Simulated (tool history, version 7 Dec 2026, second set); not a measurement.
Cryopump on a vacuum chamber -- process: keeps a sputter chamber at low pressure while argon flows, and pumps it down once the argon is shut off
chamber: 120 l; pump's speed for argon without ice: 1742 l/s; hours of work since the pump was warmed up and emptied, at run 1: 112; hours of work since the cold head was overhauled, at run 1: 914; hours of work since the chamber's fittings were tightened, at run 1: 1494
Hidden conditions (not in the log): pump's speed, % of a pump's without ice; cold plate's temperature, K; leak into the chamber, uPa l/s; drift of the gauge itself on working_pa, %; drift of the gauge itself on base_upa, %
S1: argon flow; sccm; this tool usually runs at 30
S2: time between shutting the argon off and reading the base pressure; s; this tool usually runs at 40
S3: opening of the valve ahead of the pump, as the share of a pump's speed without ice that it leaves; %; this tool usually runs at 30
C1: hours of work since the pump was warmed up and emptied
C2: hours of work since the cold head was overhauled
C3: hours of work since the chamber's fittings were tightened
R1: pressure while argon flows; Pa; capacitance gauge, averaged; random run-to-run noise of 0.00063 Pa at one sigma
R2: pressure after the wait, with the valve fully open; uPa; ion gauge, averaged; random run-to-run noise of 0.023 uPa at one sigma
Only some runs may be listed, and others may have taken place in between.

| run | hour | S1 | S2 | S3 | C1 | C2 | C3 | R1 | R2 |
|---|---|---|---|---|---|---|---|---|---|
| 1 | 0.0 | 30 | 40 | 30 | 112 | 914 | 1494 | 0.0981 | 1.02 |
| 2 | 41.5 | 26 | 40 | 30 | 148 | 951 | 1530 | 0.0849 | 1.01 |
| 3 | 84.3 | 26 | 40 | 30 | 186 | 989 | 1568 | 0.0858 | 1.07 |
| 4 | 144.5 | 30 | 40 | 30 | 239 | 1042 | 1621 | 0.0995 | 1.04 |
| 5 | 207.8 | 30 | 40 | 30 | 295 | 1097 | 1677 | 0.0999 | 1.09 |
| 6 | 244.8 | 30 | 40 | 30 | 327 | 1130 | 1709 | 0.0996 | 1.12 |
| 7 | 288.3 | 30 | 40 | 30 | 365 | 1168 | 1748 | 0.1010 | 1.11 |
| 8 | 357.1 | 32 | 40 | 30 | 426 | 1229 | 1808 | 0.1079 | 1.14 |
| 9 | 402.8 | 32 | 202 | 30 | 466 | 1269 | 1848 | 0.1084 | 0.67 |
| 10 | 476.6 | 15 | 40 | 30 | 531 | 1334 | 1913 | 0.0506 | 1.16 |
| 11 | 547.8 | 15 | 40 | 30 | 594 | 1397 | 1976 | 0.0512 | 1.20 |
|  | 579.7 | leaking fittings of the chamber tightened, without venting |
| 12 | 612.0 | 30 | 40 | 30 | 649 | 1451 | 28 | 0.1028 | 0.85 |
| 13 | 653.4 | 30 | 40 | 30 | 685 | 1488 | 65 | 0.1034 | 0.80 |
|  | 708.2 | pump warmed up, emptied and cooled again |
| 14 | 719.4 | 30 | 40 | 24 | 10 | 1541 | 119 | 0.1220 | 0.79 |
| 15 | 774.5 | 30 | 40 | 30 | 58 | 1590 | 167 | 0.0979 | 0.81 |
| 16 | 837.3 | 30 | 40 | 30 | 114 | 1645 | 222 | 0.0973 | 0.85 |
| 17 | 873.7 | 30 | 40 | 30 | 146 | 1677 | 254 | 0.0983 | 0.80 |
| 18 | 919.5 | 30 | 40 | 30 | 186 | 1718 | 295 | 0.0987 | 0.88 |
| 19 | 992.4 | 30 | 40 | 30 | 250 | 1782 | 359 | 0.0996 | 0.88 |
| 20 | 1041.2 | 47 | 160 | 29 | 293 | 1825 | 402 | 0.1614 | 0.40 |

Run 21 is up next; what results do you expect?
| 21 | 1095.7 | 23 | 40 | 30 | 341 | 1873 | 450 | ? | ? |

Logged for run 21: R1 0.0770 Pa, R2 0.89 uPa.
Take away the tool's hidden state, keep the run-to-run variation as it was, and the same run would have given R1 0.0742 Pa, R2 0.77 uPa.

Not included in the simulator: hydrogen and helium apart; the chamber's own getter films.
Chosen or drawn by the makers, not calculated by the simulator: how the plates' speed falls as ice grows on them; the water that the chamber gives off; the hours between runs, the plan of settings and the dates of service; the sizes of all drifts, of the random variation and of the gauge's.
